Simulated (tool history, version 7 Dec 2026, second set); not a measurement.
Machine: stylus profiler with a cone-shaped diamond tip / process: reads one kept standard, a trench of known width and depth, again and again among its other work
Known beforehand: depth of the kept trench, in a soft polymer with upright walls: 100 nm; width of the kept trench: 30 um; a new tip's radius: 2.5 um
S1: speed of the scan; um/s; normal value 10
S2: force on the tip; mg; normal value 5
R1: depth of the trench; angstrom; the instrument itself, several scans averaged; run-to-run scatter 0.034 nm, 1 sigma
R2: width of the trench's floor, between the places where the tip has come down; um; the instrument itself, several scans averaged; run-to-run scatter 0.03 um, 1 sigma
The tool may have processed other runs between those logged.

run   hour  S1    S2      R1     R2
  1      0  10     5  1017.3  28.03
  2   43.7  10   3.8  1013.8  28.02
  3   81.9  17     5  1016.6  28.02
  4  144.3  10     5  1016.8     28
  5    201  10     5    1016  28.03
  6  252.3  10     5  1016.2  28.05
  7  289.8  10     5  1015.8  28.01
  8  321.8  10     5    1016  27.97
  9  359.5   4  5.52  1016.8  28.01
       364  -- height scale calibrated on a step standard
     370.9  -- new tip fitted, height scale calibrated
 10  406.7  21  5.49  1017.6  28.52
 11  463.2  38  5.57  1018.1  28.46
 12  496.6   3  3.59  1012.8   28.6
 13    548   3  3.67  1013.1  28.55
     580.8  -- height scale calibrated on a step standard, once more
 14  603.4   3  3.67  1013.7  28.49
 15  647.1   3  3.67  1013.4  28.54

Results for each run, recomputed without the tool's hidden state and with each run's random variation untouched:
The tool's hidden condition here consists of: radius of the tip, um; height scale over the true one, %; drift of the gauge itself on depth_nm, %; drift of the gauge itself on floor_um, %.
run      R1     R2
  1  1017.1  28.52
  2  1013.8  28.51
  3  1016.7  28.53
  4  1017.1  28.52
  5  1016.5  28.56
  6  1016.8  28.59
  7  1016.6  28.56
  8  1016.9  28.52
  9  1017.8  28.58
 10  1017.7  28.51
 11  1018.3  28.47
 12  1013.2  28.62
 13  1013.6  28.58
 14  1014.2  28.54
 15  1014.1   28.6
